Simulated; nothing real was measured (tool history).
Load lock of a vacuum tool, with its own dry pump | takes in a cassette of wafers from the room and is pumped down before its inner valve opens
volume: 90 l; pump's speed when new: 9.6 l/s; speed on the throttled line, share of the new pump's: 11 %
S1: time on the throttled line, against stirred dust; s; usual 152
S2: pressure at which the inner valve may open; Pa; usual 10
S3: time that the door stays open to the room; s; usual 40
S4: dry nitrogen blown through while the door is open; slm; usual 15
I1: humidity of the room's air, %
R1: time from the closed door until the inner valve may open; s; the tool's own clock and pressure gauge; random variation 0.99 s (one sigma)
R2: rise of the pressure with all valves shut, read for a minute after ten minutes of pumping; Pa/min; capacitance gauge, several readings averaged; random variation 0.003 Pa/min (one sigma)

run    hour   S1  S2  S3  S4    I1     R1     R2
  1       0  152  10  40  15  44.2  226.3  0.035
  2    58.9  152  10  40  15  45.1  227.6  0.038
  3   176.7  152  10  40  15    46  229.7   0.04
  4   267.6  152  10  40  15  45.3  228.5  0.045
  5     376  152  10  40  15  43.7  229.9  0.033
  6   448.3  152  10  40  15  43.9  229.4  0.041
  7   555.1  152  10  40  15  47.7  229.6  0.048
  8   677.6  152  10  40  15  47.1  228.2  0.044
  9   794.6  152  10  40  15  42.9    230  0.041
 10   846.4  152  10  40  15  41.6  229.7  0.036
 11     927  152  10  40  15  45.2  229.1  0.052
 12   984.7  152  10  40  15  47.7  229.1  0.049
 13  1057.5  152  10  27  15  41.3  229.9  0.039
 14  1162.1  152  10  27  15  44.5  230.4  0.037
 15  1228.1  152  10  27  15  45.8  229.6  0.041
 16  1307.8  152  10  40  15  44.8  229.3  0.039
 17  1422.1  152  10  40  15  43.7  231.1  0.044
 18  1486.1  152  10  40  15  49.2  230.8  0.048
 19  1587.9  152  10  40  15  46.6  231.6  0.048

Run 20 comes next. What will it give?
 20  1665.1  123  10  50  14  46.8   ?   ?

Run 20 gave R1 206.5 s, R2 0.045 Pa/min.
Without the tool's hidden state the same run would have given R1 198.1 s, R2 0.036 Pa/min.

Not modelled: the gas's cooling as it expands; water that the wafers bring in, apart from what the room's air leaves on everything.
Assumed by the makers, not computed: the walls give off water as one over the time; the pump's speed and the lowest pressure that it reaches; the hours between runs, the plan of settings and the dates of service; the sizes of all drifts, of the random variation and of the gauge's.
